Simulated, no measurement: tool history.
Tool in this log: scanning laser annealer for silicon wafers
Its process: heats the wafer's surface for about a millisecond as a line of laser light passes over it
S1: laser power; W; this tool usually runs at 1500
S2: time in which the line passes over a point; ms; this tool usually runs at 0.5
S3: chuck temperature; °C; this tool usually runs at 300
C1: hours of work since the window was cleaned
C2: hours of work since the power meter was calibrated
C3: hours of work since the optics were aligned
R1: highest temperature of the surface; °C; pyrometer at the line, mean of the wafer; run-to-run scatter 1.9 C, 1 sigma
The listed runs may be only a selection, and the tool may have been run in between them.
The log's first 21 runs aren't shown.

run	day	S1	S2	S3	C1	C2	C3	R1
22	57.35	1340	0.5	300	206	2214	69	994
23	61.233	1340	0.5	300	245	2253	108	987
24	64.288	1327	0.529	339	275	2283	139	1045
25	68.121	1482	0.608	340	313	2322	177	1202
26	70.846	1286	0.5	300	341	2349	204	949
27	73.675	1286	0.5	300	369	2377	232	952
28	76.708	1465	0.5	295	399	2407	263	1055
29	79.2	1588	0.537	304	424	2432	288	1176
30	83.267	1388	0.477	268	465	2473	328	962
31	85.85	1470	0.5	275	490	2499	354	1035
32	88.267	1325	0.5	273	515	2523	378	943
33	90.442	1644	0.481	274	536	2544	400	1123
34	92.329	1559	0.5	282	555	2563	419	1089
35	95.525	1448	0.388	300	587	2595	450	943
36	98.425	1500	0.353	326	616	2624	479	963
37	101.192	1609	0.357	323	644	2652	507	1018
38	104.808	1609	0.357	323	680	2688	543	1017
# day 107.712: window over the wafer cleaned
39	108.929	1598	0.504	317	12	2728	583	1173
40	112.321	1598	0.504	317	46	2762	617	1174

Consider 5 possible next runs. They are alternatives, not a sequence: every one starts from the tool as it was left by run 40. What does each give?
A	115.992	1346	0.504	317	83	2799	654	?
B	115.992	1559	0.412	309	83	2799	654	?
C	115.992	1507	0.549	327	83	2799	654	?
D	115.992	1372	0.478	317	83	2799	654	?
E	115.992	1548	0.524	324	83	2799	654	?

run	R1
A	1015
B	1050
C	1164
D	1009
E	1161
The same runs, with their run-to-run variation unchanged, on a tool lacking any hidden condition would have given:
run	R1
A	1036
B	1073
C	1190
D	1031
E	1187
